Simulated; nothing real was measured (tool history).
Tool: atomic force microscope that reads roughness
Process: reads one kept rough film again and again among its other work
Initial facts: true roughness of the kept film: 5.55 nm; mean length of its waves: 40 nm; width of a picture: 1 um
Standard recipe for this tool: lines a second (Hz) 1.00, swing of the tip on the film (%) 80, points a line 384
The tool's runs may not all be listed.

run     day  lines a second (Hz)  swing of the tip on the film (%)  points a line  roughness of the kept film (nm (root mean square))
  1   0.000                 1.00                                80            384                                               3.985
  2   0.717                 1.42                                80            384                                               3.795
  3   1.483                 1.00                                80            384                                               3.720
  4   2.138                 1.00                                80            384                                               3.610
  5   2.712                 1.00                                80            384                                               3.526
  6   3.192                 1.00                                80            384                                               3.459
      3.479  -- new tip fitted
  7   3.592                 1.00                                80            384                                               4.546
  8   4.033                 1.00                                80            384                                               4.442
  9   4.467                 1.00                                80            384                                               4.328
 10   5.154                 1.00                                80            384                                               4.157
 11   5.646                 1.00                                80            384                                               4.049
 12   6.367                 1.00                                80            715                                               3.945
 13   7.004                 1.00                                80            715                                               3.830
 14   7.625                 1.00                                84            715                                               3.659
 15   7.962                 3.25                                80            384                                               3.343
 16   8.296                 3.25                                80            384                                               3.301
 17   8.683                 1.00                                80            384                                               3.535
 18   9.479                 1.00                                80            384                                               3.356
      9.988  -- new tip fitted
 19  10.017                 1.00                                80            455                                               4.644
 20  10.750                 1.00                                80            384                                               4.498
 21  11.079                 1.00                                80            384                                               4.403
 22  11.442                 1.00                                80            384                                               4.311
 23  12.029                 1.00                                80            335                                               4.162
 24  12.758                 1.00                                80            335                                               4.022
 25  13.433                 1.00                                80            501                                               3.902
 26  13.938                 1.00                                80            490                                               3.800
 27  14.742                 1.00                                80            444                                               3.693
 28  15.321                 1.00                                80            444                                               3.572
 29  15.754                 1.00                                56            678                                               3.618
 30  16.100                 0.96                                79            281                                               3.453
     16.500  -- new tip fitted
 31  16.675                 0.96                                79            281                                               4.613
 32  17.375                 1.00                                80            532                                               4.450
 33  17.946                 1.00                                80            532                                               4.303
 34  18.567                 1.00                                80            755                                               4.156
 35  19.208                 1.77                                65            925                                               4.080
 36  20.000                 1.77                                65            925                                               3.906
 37  20.804                 0.85                                55            713                                               3.855
 38  21.533                 0.85                                55            560                                               3.736
 39  21.904                 0.85                                72            747                                               3.598
 40  22.579                 2.77                                72            747                                               3.360
     22.996  -- new tip fitted
 41  23.133                 2.77                                72            747                                               4.479
 42  23.608                 1.22                                61            264                                               4.605
 43  24.162                 2.12                                66            448                                               4.354
 44  24.783                 1.51                                58            448                                               4.323
 45  25.417                 1.51                                58            448                                               4.150
 46  25.846                 1.00                                80            372                                               3.981
 47  26.183                 2.09                                84            522                                               3.704
 48  26.508                 2.09                                84            522                                               3.631
 49  27.296                 0.82                                59            883                                               3.886
 50  27.892                 1.00                                80            693                                               3.627
 51  28.346                 1.00                                80            693                                               3.569
 52  29.121                 1.51                                58            370                                               3.506
     29.538  -- new tip fitted
 53  29.567                 2.86                                62            550                                               4.625
 54  30.000                 0.87                                82            274                                               4.527

Forecast each of these 3 alternatives for the next run:
  A  30.375                 1.46                                87            720                                                   ?
  B  30.375                 3.08                                80            384                                                   ?
  C  30.375                 1.00                                83            435                                                   ?

run  roughness of the kept film (nm (root mean square))
  A                                               4.275
  B                                               4.074
  C                                               4.387
The same runs, with their run-to-run variation unchanged, on a tool lacking any hidden condition would have given:
run  roughness of the kept film (nm (root mean square))
  A                                               4.512
  B                                               4.302
  C                                               4.631
